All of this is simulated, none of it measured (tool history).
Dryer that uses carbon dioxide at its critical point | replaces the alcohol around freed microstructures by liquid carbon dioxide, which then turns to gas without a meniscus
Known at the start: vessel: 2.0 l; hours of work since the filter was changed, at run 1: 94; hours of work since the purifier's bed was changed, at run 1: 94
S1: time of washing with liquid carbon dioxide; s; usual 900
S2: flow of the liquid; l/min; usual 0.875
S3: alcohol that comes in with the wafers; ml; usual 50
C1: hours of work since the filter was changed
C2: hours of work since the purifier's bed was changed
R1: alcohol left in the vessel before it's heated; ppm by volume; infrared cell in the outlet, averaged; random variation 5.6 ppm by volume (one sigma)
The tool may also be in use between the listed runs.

Run 1, hour 0: usual settings; C1 94; C2 94. Result: R1 266 ppm by volume.
Run 2, hour 49.4: usual settings but S1 1020 s; C1 130; C2 130. Result: R1 191 ppm by volume.
Run 3, hour 78.6: usual settings but S1 1020 s; C1 151; C2 151. Result: R1 201 ppm by volume.
At hour 95.3: inlet filter changed.
Run 4, hour 121.1: usual settings but S1 1020 s; C1 19; C2 181. Result: R1 173 ppm by volume.
Run 5, hour 160.3: usual settings but S1 1020 s; C1 47; C2 210. Result: R1 193 ppm by volume.
Run 6, hour 194.6: usual settings but S1 1020 s; C1 73; C2 235. Result: R1 202 ppm by volume.
Run 7, hour 248.4: usual settings but S1 1020 s; C1 112; C2 274. Result: R1 240 ppm by volume.
Run 8, hour 299.5: usual settings but S1 1020 s; C1 149; C2 312. Result: R1 266 ppm by volume.
At hour 317.9: inlet filter changed.
Run 9, hour 352.8: usual settings but S1 1020 s; C1 25; C2 350. Result: R1 237 ppm by volume.
Run 10, hour 380.2: usual settings but S1 1020 s; C1 45; C2 370. Result: R1 242 ppm by volume.
Run 11, hour 416.1: usual settings but S1 1020 s; C1 72; C2 396. Result: R1 259 ppm by volume.
Run 12, hour 461: usual settings but S1 1020 s, S3 59 ml; C1 104; C2 429. Result: R1 322 ppm by volume.
Run 13, hour 490.5: usual settings but S1 1020 s, S3 59 ml; C1 126; C2 450. Result: R1 331 ppm by volume.
Run 14, hour 525.4: usual settings but S1 1020 s, S3 59 ml; C1 152; C2 476. Result: R1 347 ppm by volume.
At hour 542.9: inlet filter changed.
Run 15, hour 565.8: usual settings but S1 1020 s, S3 59 ml; C1 17; C2 505. Result: R1 315 ppm by volume.
Run 16, hour 593: usual settings but S1 1080 s; C1 37; C2 525. Result: R1 282 ppm by volume.
Run 17, hour 635.4: usual settings but S1 660 s, S2 0.827 l/min; C1 68; C2 556. Result: R1 1165 ppm by volume.
Run 18, hour 663.7: usual settings but S1 840 s, S2 0.659 l/min, S3 39 ml; C1 88; C2 576. Result: R1 978 ppm by volume.
At hour 670.6: purifier's bed changed.
Run 19, hour 720.6: usual settings but S1 1080 s, S2 0.766 l/min, S3 63 ml; C1 128; C2 37. Result: R1 271 ppm by volume.
Run 20, hour 744: usual settings but S1 660 s, S3 119 ml; C1 145; C2 54. Result: R1 2097 ppm by volume.
At hour 768.7: inlet filter changed.
Run 21, hour 781.5: usual settings but S1 660 s, S3 119 ml; C1 9; C2 80. Result: R1 1640 ppm by volume.
Run 22, hour 805.2: usual settings but S1 660 s, S2 0.729 l/min, S3 54 ml; C1 27; C2 98. Result: R1 1420 ppm by volume.
Run 23, hour 852.8: usual settings but S1 660 s, S2 0.729 l/min, S3 35 ml; C1 61; C2 132. Result: R1 1007 ppm by volume.
Run 24, hour 888.2: usual settings but S1 1380 s, S3 25 ml; C1 87; C2 158. Result: R1 83 ppm by volume.
Run 25, hour 918.2: usual settings but S1 780 s; C1 109; C2 180. Result: R1 498 ppm by volume.
Run 26, hour 946.6: usual settings but S2 1.156 l/min; C1 130; C2 201. Result: R1 140 ppm by volume.
Run 27, hour 977.7: usual settings but S1 960 s, S2 1.24 l/min, S3 68 ml; C1 153; C2 224. Result: R1 125 ppm by volume.
At hour 993.8: inlet filter changed.
Run 28, hour 1002.1: usual settings but S2 0.585 l/min; C1 6; C2 241. Result: R1 1046 ppm by volume.
Run 29, hour 1049.5: usual settings but S2 0.585 l/min; C1 41; C2 275. Result: R1 1119 ppm by volume.
Run 30, hour 1073: usual settings but S2 0.585 l/min; C1 58; C2 292. Result: R1 1133 ppm by volume.

Some steps in R1 between neighbouring runs. How much of each would the tool show without its hidden state too (settings, what came in, random variation), and how much is left for the hidden state, with any gauge scatter that isn't in both results?
The hidden state here: flow that reaches the vessel past the clogged filter, %; alcohol in the recycled carbon dioxide, ppm; drift of the gauge itself on alcohol_ppm, %.
Run 18 -> 19: S1 840 -> 1080, S2 0.659 -> 0.766, S3 39 -> 63, purifier's bed changed. R1 -707 ppm by volume: hidden state -263, all else -444.
Run 19 -> 20: S1 1080 -> 660, S2 0.766 -> 0.875, S3 63 -> 119. R1 +1826 ppm by volume: hidden state +464, all else +1362.
Run 20 -> 21: inlet filter changed. R1 -457 ppm by volume: hidden state -479, all else +22.
Run 23 -> 24: S1 660 -> 1380, S2 0.729 -> 0.875, S3 35 -> 25. R1 -924 ppm by volume: hidden state -83, all else -841.
Run 27 -> 28: S1 960 -> 900, S2 1.24 -> 0.585, S3 68 -> 50, inlet filter changed. R1 +921 ppm by volume: hidden state +8, all else +913.
